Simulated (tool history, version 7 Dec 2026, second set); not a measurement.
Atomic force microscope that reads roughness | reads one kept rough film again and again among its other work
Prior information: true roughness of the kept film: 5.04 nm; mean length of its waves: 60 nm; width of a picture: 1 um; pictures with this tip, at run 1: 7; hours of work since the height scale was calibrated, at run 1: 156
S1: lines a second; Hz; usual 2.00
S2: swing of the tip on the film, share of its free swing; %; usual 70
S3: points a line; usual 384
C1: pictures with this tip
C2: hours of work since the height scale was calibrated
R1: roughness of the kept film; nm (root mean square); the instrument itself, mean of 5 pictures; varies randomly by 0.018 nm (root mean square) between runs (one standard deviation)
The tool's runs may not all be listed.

run	hour	S1	S2	S3	C1	C2	R1
1	0.0	2.00	70	384	7	156	4.378
2	9.0	2.00	70	384	17	160	4.322
3	19.3	2.00	70	384	28	166	4.272
4	26.8	0.58	70	384	37	169	4.431
5	33.8	0.58	70	384	44	173	4.430
6	43.3	0.58	70	384	55	178	4.353
# hour 52.7: new tip fitted
7	56.5	1.77	85	384	4	184	4.158
8	66.7	1.77	85	384	15	190	4.063
9	72.5	1.16	84	384	22	193	4.241
10	84.2	1.16	84	384	35	198	4.162
11	90.5	1.23	70	275	42	202	4.272

What does the tool deliver on the next run?
12	99.6	1.51	70	561	52	206	?

{"run 12": {"R1": 4.223}}
Take away the tool's hidden state, keep the run-to-run variation as it was, and the same run would have given R1 4.527 nm (root mean square).
